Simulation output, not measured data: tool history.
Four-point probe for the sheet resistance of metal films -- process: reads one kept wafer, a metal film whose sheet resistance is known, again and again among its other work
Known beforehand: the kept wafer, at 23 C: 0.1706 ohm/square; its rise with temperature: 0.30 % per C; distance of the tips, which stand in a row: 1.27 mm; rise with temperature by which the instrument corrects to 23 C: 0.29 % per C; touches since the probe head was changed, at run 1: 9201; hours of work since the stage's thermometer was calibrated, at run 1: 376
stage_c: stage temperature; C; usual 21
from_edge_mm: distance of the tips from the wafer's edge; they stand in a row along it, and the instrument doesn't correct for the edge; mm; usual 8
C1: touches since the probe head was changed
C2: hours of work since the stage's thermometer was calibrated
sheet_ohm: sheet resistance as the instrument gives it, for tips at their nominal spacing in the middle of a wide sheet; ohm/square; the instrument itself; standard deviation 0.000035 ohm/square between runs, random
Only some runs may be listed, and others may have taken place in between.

Run 1, day 0: usual settings; C1 9201; C2 376. Result: sheet_ohm 0.17245 ohm/square.
Run 2, day 0.454: usual settings but from_edge_mm 4 mm; C1 9444; C2 385. Result: sheet_ohm 0.178906 ohm/square.
Run 3, day 1.233: usual settings; C1 9859; C2 399. Result: sheet_ohm 0.172466 ohm/square.
Run 4, day 1.642: usual settings but from_edge_mm 5 mm; C1 10077; C2 406. Result: sheet_ohm 0.175891 ohm/square.
Run 5, day 2.338: usual settings but from_edge_mm 5 mm; C1 10447; C2 419. Result: sheet_ohm 0.175849 ohm/square.
Run 6, day 2.675: usual settings but from_edge_mm 5 mm; C1 10626; C2 425. Result: sheet_ohm 0.17585 ohm/square.
Run 7, day 3.296: usual settings but from_edge_mm 5 mm; C1 10958; C2 437. Result: sheet_ohm 0.175903 ohm/square.
Run 8, day 3.808: usual settings but from_edge_mm 5 mm; C1 11231; C2 446. Result: sheet_ohm 0.175842 ohm/square.
Run 9, day 4.396: usual settings but from_edge_mm 5 mm; C1 11545; C2 457. Result: sheet_ohm 0.175776 ohm/square.
Run 10, day 4.983: usual settings; C1 11857; C2 468. Result: sheet_ohm 0.1724 ohm/square.
Run 11, day 5.788: usual settings but stage_c 26 C; C1 12286; C2 482. Result: sheet_ohm 0.172528 ohm/square.
Run 12, day 6.579: usual settings but stage_c 26 C; C1 12707; C2 497. Result: sheet_ohm 0.172509 ohm/square.
Run 13, day 6.954: usual settings but stage_c 26 C; C1 12908; C2 504. Result: sheet_ohm 0.172438 ohm/square.
Run 14, day 7.458: usual settings but stage_c 26 C; C1 13176; C2 513. Result: sheet_ohm 0.172472 ohm/square.
Run 15, day 8.171: usual settings but from_edge_mm 7 mm; C1 13555; C2 526. Result: sheet_ohm 0.173026 ohm/square.
Run 16, day 8.738: usual settings but from_edge_mm 50 mm; C1 13857; C2 536. Result: sheet_ohm 0.170094 ohm/square.
Run 17, day 9.288: usual settings but stage_c 20 C; C1 14151; C2 546. Result: sheet_ohm 0.172292 ohm/square.
Run 18, day 9.933: usual settings but stage_c 20 C, from_edge_mm 10 mm; C1 14495; C2 558. Result: sheet_ohm 0.171509 ohm/square.
Run 19, day 10.688: usual settings but stage_c 18 C, from_edge_mm 3 mm; C1 14896; C2 572. Result: sheet_ohm 0.184785 ohm/square.
Run 20, day 11.042: usual settings but stage_c 25 C, from_edge_mm 10 mm; C1 15085; C2 578. Result: sheet_ohm 0.17158 ohm/square.
Run 21, day 11.579: usual settings but stage_c 25 C, from_edge_mm 10 mm; C1 15373; C2 588. Result: sheet_ohm 0.171555 ohm/square.
Run 22, day 11.971: usual settings but stage_c 24 C, from_edge_mm 12 mm; C1 15581; C2 596. Result: sheet_ohm 0.171143 ohm/square.
Run 23, day 12.562: usual settings but stage_c 24 C, from_edge_mm 12 mm; C1 15895; C2 606. Result: sheet_ohm 0.171087 ohm/square.
Run 24, day 12.992: usual settings but stage_c 23 C, from_edge_mm 15 mm; C1 16126; C2 614. Result: sheet_ohm 0.170738 ohm/square.
Run 25, day 13.454: usual settings but stage_c 23 C; C1 16371; C2 623. Result: sheet_ohm 0.172336 ohm/square.
Run 26, day 13.9: usual settings but stage_c 25 C, from_edge_mm 58 mm; C1 16609; C2 631. Result: sheet_ohm 0.170084 ohm/square.
Run 27, day 14.392: usual settings but stage_c 19 C, from_edge_mm 22 mm; C1 16871; C2 640. Result: sheet_ohm 0.170309 ohm/square.
Run 28, day 14.842: usual settings but stage_c 19 C, from_edge_mm 22 mm; C1 17112; C2 648. Result: sheet_ohm 0.170245 ohm/square.
Run 29, day 15.271: usual settings but stage_c 20 C, from_edge_mm 47 mm; C1 17339; C2 656. Result: sheet_ohm 0.170011 ohm/square.

Below are 4 alternative next runs, each starting from the tool's condition after run 29. Predict each:
Run A, day 15.821: usual settings; C1 17634; C2 666. Result: sheet_ohm ?.
Run B, day 15.821: usual settings but stage_c 24 C, from_edge_mm 47 mm; C1 17634; C2 666. Result: sheet_ohm ?.
Run C, day 15.821: usual settings but stage_c 26 C, from_edge_mm 38 mm; C1 17634; C2 666. Result: sheet_ohm ?.
Run D, day 15.821: usual settings but stage_c 34 C, from_edge_mm 10 mm; C1 17634; C2 666. Result: sheet_ohm ?.

run  sheet_ohm
  A    0.17223
  B   0.170041
  C   0.170124
  D    0.17167
Stripped of hidden state, with their random variation kept, the same runs would have yielded:
run  sheet_ohm
  A   0.172853
  B   0.170655
  C   0.170738
  D   0.172285
